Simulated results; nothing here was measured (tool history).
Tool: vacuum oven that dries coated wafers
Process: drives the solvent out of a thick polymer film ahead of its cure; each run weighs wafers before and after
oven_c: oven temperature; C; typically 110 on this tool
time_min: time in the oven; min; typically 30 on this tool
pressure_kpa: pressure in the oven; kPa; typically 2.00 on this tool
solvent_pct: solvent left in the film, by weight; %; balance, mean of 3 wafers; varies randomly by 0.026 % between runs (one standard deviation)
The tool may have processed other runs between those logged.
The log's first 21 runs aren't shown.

| run | hour | oven_c | time_min | pressure_kpa | solvent_pct |
|---|---|---|---|---|---|
| 22 | 1744.8 | 112 | 22 | 4.46 | 2.07 |
| 23 | 1822.1 | 107 | 43 | 2.00 | 1.04 |
| 24 | 1924.6 | 112 | 22 | 2.00 | 1.54 |
| 25 | 2033.8 | 104 | 21 | 2.00 | 3.61 |
| 26 | 2148.6 | 118 | 17 | 7.40 | 2.41 |
| 27 | 2197.5 | 118 | 38 | 2.06 | 0.54 |
| 28 | 2281.0 | 99 | 17 | 1.01 | 5.68 |
|  | 2374.8 | oven's thermocouples calibrated |
| 29 | 2374.8 | 99 | 17 | 1.01 | 5.05 |
| 30 | 2490.8 | 118 | 46 | 3.35 | 0.77 |
| 31 | 2569.7 | 110 | 19 | 2.00 | 2.12 |
| 32 | 2641.2 | 110 | 19 | 2.00 | 2.04 |
| 33 | 2746.1 | 104 | 20 | 2.00 | 3.41 |
| 34 | 2820.8 | 104 | 20 | 2.00 | 3.42 |

3 ways to go on from here, each from the tool as it stands after run 34. What would each give?
| A | 2910.9 | 112 | 22 | 6.23 | ? |
| B | 2910.9 | 119 | 41 | 2.00 | ? |
| C | 2910.9 | 102 | 20 | 1.47 | ? |

| run | solvent_pct |
|---|---|
| A | 2.47 |
| B | 0.46 |
| C | 3.87 |
Without the tool's unlogged condition, the same runs would have read:
| run | solvent_pct |
|---|---|
| A | 2.42 |
| B | 0.43 |
| C | 3.81 |
